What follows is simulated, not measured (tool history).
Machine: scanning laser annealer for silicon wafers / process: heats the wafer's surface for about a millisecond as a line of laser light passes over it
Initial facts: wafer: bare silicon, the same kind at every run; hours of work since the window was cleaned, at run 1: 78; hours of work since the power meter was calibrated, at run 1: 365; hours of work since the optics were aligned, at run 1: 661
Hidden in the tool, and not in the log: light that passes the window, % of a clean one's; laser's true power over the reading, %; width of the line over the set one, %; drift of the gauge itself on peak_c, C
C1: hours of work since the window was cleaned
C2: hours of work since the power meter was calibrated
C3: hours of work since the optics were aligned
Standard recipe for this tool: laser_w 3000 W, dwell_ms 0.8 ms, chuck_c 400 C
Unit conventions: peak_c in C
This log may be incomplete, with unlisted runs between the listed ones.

run 1 hour=0 | laser_w=3000 dwell_ms=0.8 chuck_c=400 | C1=78 C2=365 C3=661 | peak_c=1228
run 2 hour=29.8 | laser_w=3000 dwell_ms=0.836 chuck_c=400 | C1=92 C2=379 C3=675 | peak_c=1246
run 3 hour=63.1 | laser_w=3000 dwell_ms=0.836 chuck_c=400 | C1=107 C2=395 C3=690 | peak_c=1245
run 4 hour=82.6 | laser_w=3000 dwell_ms=0.836 chuck_c=400 | C1=116 C2=404 C3=699 | peak_c=1240
run 5 hour=105.1 | laser_w=3000 dwell_ms=0.836 chuck_c=400 | C1=127 C2=414 C3=710 | peak_c=1240
run 6 hour=146.1 | laser_w=3000 dwell_ms=0.836 chuck_c=400 | C1=146 C2=433 C3=729 | peak_c=1237
run 7 hour=190.2 | laser_w=3000 dwell_ms=0.836 chuck_c=400 | C1=166 C2=453 C3=749 | peak_c=1233
run 8 hour=226.9 | laser_w=3000 dwell_ms=0.8 chuck_c=400 | C1=183 C2=470 C3=766 | peak_c=1212
run 9 hour=261.4 | laser_w=3000 dwell_ms=0.8 chuck_c=400 | C1=199 C2=486 C3=782 | peak_c=1207
run 10 hour=292.1 | laser_w=3000 dwell_ms=0.8 chuck_c=425 | C1=213 C2=500 C3=796 | peak_c=1232
run 11 hour=312.5 | laser_w=3000 dwell_ms=0.731 chuck_c=400 | C1=222 C2=509 C3=805 | peak_c=1167
run 12 hour=341 | laser_w=3000 dwell_ms=0.731 chuck_c=400 | C1=236 C2=523 C3=818 | peak_c=1159
run 13 hour=370.6 | laser_w=3000 dwell_ms=0.731 chuck_c=400 | C1=249 C2=536 C3=832 | peak_c=1160
run 14 hour=406.1 | laser_w=3000 dwell_ms=0.731 chuck_c=400 | C1=266 C2=553 C3=848 | peak_c=1158
run 15 hour=429 | laser_w=3000 dwell_ms=0.731 chuck_c=400 | C1=276 C2=563 C3=859 | peak_c=1158
run 16 hour=462.1 | laser_w=3000 dwell_ms=0.731 chuck_c=400 | C1=291 C2=578 C3=874 | peak_c=1152
run 17 hour=487 | laser_w=2787 dwell_ms=0.8 chuck_c=400 | C1=303 C2=590 C3=886 | peak_c=1126
run 18 hour=507 | laser_w=3000 dwell_ms=0.8 chuck_c=400 | C1=312 C2=599 C3=895 | peak_c=1191
run 19 hour=549.9 | laser_w=3000 dwell_ms=0.8 chuck_c=400 | C1=332 C2=619 C3=915 | peak_c=1189
run 20 hour=571.7 | laser_w=3000 dwell_ms=0.8 chuck_c=400 | C1=342 C2=629 C3=925 | peak_c=1186
-- hour=604.5 window over the wafer cleaned
run 21 hour=611 | laser_w=3000 dwell_ms=0.8 chuck_c=400 | C1=3 C2=646 C3=942 | peak_c=1235
run 22 hour=655 | laser_w=2727 dwell_ms=0.639 chuck_c=431 | C1=23 C2=666 C3=962 | peak_c=1077
run 23 hour=686.2 | laser_w=2980 dwell_ms=0.8 chuck_c=400 | C1=38 C2=681 C3=977 | peak_c=1221
run 24 hour=720.3 | laser_w=2980 dwell_ms=0.8 chuck_c=400 | C1=53 C2=697 C3=992 | peak_c=1223
run 25 hour=749.4 | laser_w=2980 dwell_ms=0.8 chuck_c=400 | C1=67 C2=710 C3=1006 | peak_c=1216
run 26 hour=789.3 | laser_w=2980 dwell_ms=0.812 chuck_c=400 | C1=85 C2=728 C3=1024 | peak_c=1225
run 27 hour=816 | laser_w=2879 dwell_ms=0.681 chuck_c=400 | C1=97 C2=741 C3=1037 | peak_c=1109
run 28 hour=840.7 | laser_w=2684 dwell_ms=0.776 chuck_c=418 | C1=109 C2=752 C3=1048 | peak_c=1122
run 29 hour=859.6 | laser_w=2684 dwell_ms=0.776 chuck_c=409 | C1=118 C2=761 C3=1057 | peak_c=1113
run 30 hour=892.9 | laser_w=3155 dwell_ms=0.799 chuck_c=371 | C1=133 C2=776 C3=1072 | peak_c=1236
run 31 hour=914.1 | laser_w=3000 dwell_ms=0.751 chuck_c=376 | C1=143 C2=786 C3=1082 | peak_c=1162
run 32 hour=952.3 | laser_w=3000 dwell_ms=0.751 chuck_c=376 | C1=160 C2=804 C3=1099 | peak_c=1158
run 33 hour=980.4 | laser_w=3087 dwell_ms=0.751 chuck_c=362 | C1=173 C2=816 C3=1112 | peak_c=1172
run 34 hour=1008.4 | laser_w=3087 dwell_ms=0.751 chuck_c=362 | C1=186 C2=829 C3=1125 | peak_c=1169
run 35 hour=1043.8 | laser_w=3000 dwell_ms=0.617 chuck_c=408 | C1=202 C2=846 C3=1141 | peak_c=1102
run 36 hour=1069.4 | laser_w=3000 dwell_ms=0.617 chuck_c=408 | C1=214 C2=857 C3=1153 | peak_c=1099
run 37 hour=1095.4 | laser_w=3199 dwell_ms=0.701 chuck_c=433 | C1=226 C2=869 C3=1165 | peak_c=1234
run 38 hour=1115.6 | laser_w=3199 dwell_ms=0.701 chuck_c=433 | C1=236 C2=879 C3=1175 | peak_c=1230
run 39 hour=1141.7 | laser_w=2554 dwell_ms=0.8 chuck_c=375 | C1=248 C2=891 C3=1187 | peak_c=1033
run 40 hour=1160.5 | laser_w=3000 dwell_ms=0.811 chuck_c=381 | C1=256 C2=899 C3=1195 | peak_c=1185
run 41 hour=1199.3 | laser_w=3278 dwell_ms=0.92 chuck_c=372 | C1=274 C2=917 C3=1213 | peak_c=1337

For each run, the measured value with the value that run would have given without the tool's hidden condition subtracted. The run-to-run variation is shared by both, the gauge scatter possibly not:
run=1 peak_c=-17
run=2 peak_c=-19
run=3 peak_c=-21
run=4 peak_c=-22
run=5 peak_c=-24
run=6 peak_c=-27
run=7 peak_c=-29
run=8 peak_c=-31
run=9 peak_c=-34
run=10 peak_c=-35
run=11 peak_c=-35
run=12 peak_c=-37
run=13 peak_c=-38
run=14 peak_c=-40
run=15 peak_c=-42
run=16 peak_c=-44
run=17 peak_c=-45
run=18 peak_c=-50
run=19 peak_c=-52
run=20 peak_c=-54
run=21 peak_c=-7
run=22 peak_c=-8
run=23 peak_c=-11
run=24 peak_c=-14
run=25 peak_c=-16
run=26 peak_c=-19
run=27 peak_c=-18
run=28 peak_c=-19
run=29 peak_c=-20
run=30 peak_c=-27
run=31 peak_c=-26
run=32 peak_c=-28
run=33 peak_c=-31
run=34 peak_c=-33
run=35 peak_c=-31
run=36 peak_c=-32
run=37 peak_c=-39
run=38 peak_c=-41
run=39 peak_c=-35
run=40 peak_c=-44
run=41 peak_c=-55
